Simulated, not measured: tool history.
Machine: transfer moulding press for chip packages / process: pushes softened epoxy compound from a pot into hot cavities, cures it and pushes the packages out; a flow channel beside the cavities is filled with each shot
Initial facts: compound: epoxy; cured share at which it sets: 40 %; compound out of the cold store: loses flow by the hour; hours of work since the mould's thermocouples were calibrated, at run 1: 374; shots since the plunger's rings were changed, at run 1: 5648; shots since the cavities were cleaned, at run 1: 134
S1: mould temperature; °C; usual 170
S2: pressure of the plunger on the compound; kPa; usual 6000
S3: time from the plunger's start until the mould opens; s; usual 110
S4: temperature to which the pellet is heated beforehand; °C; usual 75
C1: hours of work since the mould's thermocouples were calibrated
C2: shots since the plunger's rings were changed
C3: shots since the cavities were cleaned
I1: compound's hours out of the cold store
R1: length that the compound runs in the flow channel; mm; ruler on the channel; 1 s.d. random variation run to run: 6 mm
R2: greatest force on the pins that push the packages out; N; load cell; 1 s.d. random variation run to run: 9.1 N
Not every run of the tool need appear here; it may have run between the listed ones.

run,hour,S1,S2,S3,S4,C1,C2,C3,I1,R1,R2
1,0,170,6000,110,75,374,5648,134,23.4,575,439
# hour 8.6: plunger's sealing rings changed
2,63.7,170,6000,110,75,405,446,630,25.8,622,573
# hour 75.9: cavities cleaned with cleaning compound and waxed
3,117.8,170,6000,110,70,430,873,340,23.3,607,514
# hour 169.1: cavities cleaned with cleaning compound and waxed
4,187.5,170,6000,110,70,464,1425,149,23.8,616,476
5,220.3,170,6000,110,70,480,1690,414,46.5,578,504
6,255.4,169,6000,110,70,497,1974,698,45.9,570,548
# hour 260.7: cavities cleaned with cleaning compound and waxed
7,296.7,169,6910,110,70,517,2298,293,24.8,645,518
8,332.8,170,6000,110,75,534,2590,585,26.5,595,558
# hour 352.6: cavities cleaned with cleaning compound and waxed
9,386.6,170,6000,110,75,560,3013,275,47.5,553,468
10,422.3,170,6000,110,75,578,3302,564,24,587,540
# hour 445.4: cavities cleaned with cleaning compound and waxed
11,463.9,170,6000,110,75,597,3627,149,17.1,602,427
# hour 535.1: cavities cleaned with cleaning compound and waxed
12,535.7,170,6000,110,75,632,4197,5,41.8,556,391
13,587.2,174,6000,110,75,657,4614,422,13.5,589,479
# hour 616.9: mould's thermocouples calibrated
# hour 629.2: cavities cleaned with cleaning compound and waxed
14,655.9,166,6000,110,75,18,5142,216,14.9,590,553
15,690,170,6000,110,65,35,5419,493,27,559,509
# hour 719.9: cavities cleaned with cleaning compound and waxed
# hour 728.6: plunger's sealing rings changed
16,742,170,6000,110,65,59,108,159,9.3,644,434
17,807,170,6000,110,65,91,635,686,8.1,649,565
# hour 812.7: cavities cleaned with cleaning compound and waxed
# hour 821.4: mould's thermocouples calibrated, once more
18,847.2,164,6700,110,82,13,932,263,12.5,717,722
19,900.8,164,5260,90,82,39,1367,698,35.5,575,1208
# hour 906.3: cavities cleaned with cleaning compound and waxed
20,971.5,170,5890,110,78,73,1927,528,10.1,643,566
# hour 998.5: cavities cleaned with cleaning compound and waxed
21,1019.2,170,6000,110,83,96,2301,167,13.1,624,471
22,1078.4,164,6510,95,75,125,2781,647,20.8,646,1109
# hour 1089.3: cavities cleaned with cleaning compound and waxed
23,1116.8,164,6510,95,75,143,3080,223,9.8,673,946
24,1154.4,169,6000,149,75,161,3385,528,34.2,582,497
# hour 1179: cavities cleaned with cleaning compound and waxed
25,1192.5,169,6000,149,75,179,3681,109,25.7,600,405

Take each entry between the runs: how does the hidden state at the last listed run before it differ from the hidden state at the first listed run after it?
After run 1, before run 2: plunger's sealing rings changed (hour 8.6)
  true mould temperature over the reading, C: 0.58 -> 0.63; pressure that reaches the compound, % of what is set: 82.06 -> 98.35; grip of the stained cavities, % over clean ones': 13.8 -> 43.2
  measured result minus the result with no hidden state, R1: -62 -> -8 mm; R2: +46 -> +165 N
After run 2, before run 3: cavities cleaned with cleaning compound and waxed (hour 75.9)
  true mould temperature over the reading, C: 0.63 -> 0.68; pressure that reaches the compound, % of what is set: 98.35 -> 96.88; grip of the stained cavities, % over clean ones': 43.2 -> 31.6
  measured result minus the result with no hidden state, R1: -8 -> -13 mm; R2: +165 -> +114 N
After run 3, before run 4: cavities cleaned with cleaning compound and waxed (hour 169.1)
  true mould temperature over the reading, C: 0.68 -> 0.74; pressure that reaches the compound, % of what is set: 96.88 -> 95.17; grip of the stained cavities, % over clean ones': 31.6 -> 14.5
  measured result minus the result with no hidden state, R1: -13 -> -19 mm; R2: +114 -> +49 N
After run 6, before run 7: cavities cleaned with cleaning compound and waxed (hour 260.7)
  true mould temperature over the reading, C: 0.8 -> 0.83; pressure that reaches the compound, % of what is set: 93.5 -> 92.64; grip of the stained cavities, % over clean ones': 44.8 -> 26.5
  measured result minus the result with no hidden state, R1: -22 -> -29 mm; R2: +159 -> +95 N
After run 8, before run 9: cavities cleaned with cleaning compound and waxed (hour 352.6)
  true mould temperature over the reading, C: 0.87 -> 0.91; pressure that reaches the compound, % of what is set: 91.63 -> 90.27; grip of the stained cavities, % over clean ones': 41.2 -> 23.7
  measured result minus the result with no hidden state, R1: -30 -> -32 mm; R2: +150 -> +81 N
After run 10, before run 11: cavities cleaned with cleaning compound and waxed (hour 445.4)
  true mould temperature over the reading, C: 0.94 -> 0.98; pressure that reaches the compound, % of what is set: 89.36 -> 88.37; grip of the stained cavities, % over clean ones': 39.3 -> 13.9
  measured result minus the result with no hidden state, R1: -38 -> -43 mm; R2: +141 -> +40 N
After run 11, before run 12: cavities cleaned with cleaning compound and waxed (hour 535.1)
  true mould temperature over the reading, C: 0.98 -> 1.04; pressure that reaches the compound, % of what is set: 88.37 -> 86.65; grip of the stained cavities, % over clean ones': 13.9 -> 2.9
  measured result minus the result with no hidden state, R1: -43 -> -45 mm; R2: +40 -> -1 N
After run 13, before run 14: mould's thermocouples calibrated (hour 616.9); cavities cleaned with cleaning compound and waxed (hour 629.2)
  true mould temperature over the reading, C: 1.08 -> 1.61; pressure that reaches the compound, % of what is set: 85.31 -> 83.62; grip of the stained cavities, % over clean ones': 33.5 -> 19.4
  measured result minus the result with no hidden state, R1: -53 -> -64 mm; R2: +117 -> +40 N
After run 15, before run 16: cavities cleaned with cleaning compound and waxed (hour 719.9); plunger's sealing rings changed (hour 728.6)
  true mould temperature over the reading, C: 1.63 -> 1.68; pressure that reaches the compound, % of what is set: 82.78 -> 99.3; grip of the stained cavities, % over clean ones': 36.7 -> 14.9
  measured result minus the result with no hidden state, R1: -63 -> -10 mm; R2: +118 -> +34 N
After run 17, before run 18: cavities cleaned with cleaning compound and waxed (hour 812.7); mould's thermocouples calibrated, once more (hour 821.4)
  true mould temperature over the reading, C: 1.73 -> 0.25; pressure that reaches the compound, % of what is set: 97.56 -> 96.57; grip of the stained cavities, % over clean ones': 44 -> 24.3
  measured result minus the result with no hidden state, R1: -16 -> -14 mm; R2: +148 -> +130 N
After run 19, before run 20: cavities cleaned with cleaning compound and waxed (hour 906.3)
  true mould temperature over the reading, C: 0.3 -> 0.36; pressure that reaches the compound, % of what is set: 95.3 -> 93.5; grip of the stained cavities, % over clean ones': 46 -> 38.4
  measured result minus the result with no hidden state, R1: -15 -> -24 mm; R2: +358 -> +152 N
After run 20, before run 21: cavities cleaned with cleaning compound and waxed (hour 998.5)
  true mould temperature over the reading, C: 0.36 -> 0.4; pressure that reaches the compound, % of what is set: 93.5 -> 92.39; grip of the stained cavities, % over clean ones': 38.4 -> 18.1
  measured result minus the result with no hidden state, R1: -24 -> -27 mm; R2: +152 -> +68 N
After run 22, before run 23: cavities cleaned with cleaning compound and waxed (hour 1089.3)
  true mould temperature over the reading, C: 0.45 -> 0.48; pressure that reaches the compound, % of what is set: 90.9 -> 89.95; grip of the stained cavities, % over clean ones': 44.1 -> 20.7
  measured result minus the result with no hidden state, R1: -34 -> -39 mm; R2: +311 -> +129 N
After run 24, before run 25: cavities cleaned with cleaning compound and waxed (hour 1179)
  true mould temperature over the reading, C: 0.51 -> 0.54; pressure that reaches the compound, % of what is set: 89.08 -> 88.09; grip of the stained cavities, % over clean ones': 38 -> 11.3
  measured result minus the result with no hidden state, R1: -37 -> -42 mm; R2: +136 -> +39 N

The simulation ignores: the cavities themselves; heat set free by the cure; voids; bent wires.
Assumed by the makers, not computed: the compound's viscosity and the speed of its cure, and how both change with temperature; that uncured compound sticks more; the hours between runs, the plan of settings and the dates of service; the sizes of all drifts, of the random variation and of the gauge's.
